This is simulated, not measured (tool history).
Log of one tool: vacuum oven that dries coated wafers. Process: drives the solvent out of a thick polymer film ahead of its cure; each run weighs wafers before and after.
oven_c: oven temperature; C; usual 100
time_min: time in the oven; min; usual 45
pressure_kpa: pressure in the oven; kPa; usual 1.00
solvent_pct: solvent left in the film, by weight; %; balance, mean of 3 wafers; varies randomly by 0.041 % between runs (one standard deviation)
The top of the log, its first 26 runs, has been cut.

run	hour	oven_c	time_min	pressure_kpa	solvent_pct
27	1572.2	92	52	0.65	2.21
28	1605.6	99	52	0.65	0.93
29	1641.7	99	52	0.65	0.92
30	1677.9	99	52	0.65	0.95
31	1729.9	99	52	0.65	0.98
32	1775.6	100	45	2.01	1.62
33	1830.6	100	45	2.01	1.70
34	1885.8	100	45	2.01	1.63
35	1949.6	86	39	0.75	6.32
36	2006.9	86	39	1.83	6.70
37	2056.6	86	39	1.83	6.87
38	2112.0	86	39	1.83	6.83
39	2188.1	86	39	1.83	6.97
40	2261.8	115	36	0.84	0.28
41	2323.0	88	31	1.18	7.41
42	2375.0	88	31	1.18	7.49
43	2454.2	100	57	1.56	1.20
44	2520.9	100	57	1.56	1.18

Forecast each of these 5 alternatives for the next run:
A	2556.3	103	57	1.56	?
B	2556.3	100	25	0.66	?
C	2556.3	100	55	1.11	?
D	2556.3	87	35	2.82	?
E	2556.3	110	71	0.74	?

run	solvent_pct
A	0.90
B	4.11
C	1.05
D	7.94
E	0.35
The same runs, with their run-to-run variation unchanged, on a tool lacking any hidden condition would have given:
run	solvent_pct
A	0.62
B	3.17
C	0.66
D	6.69
E	0.24
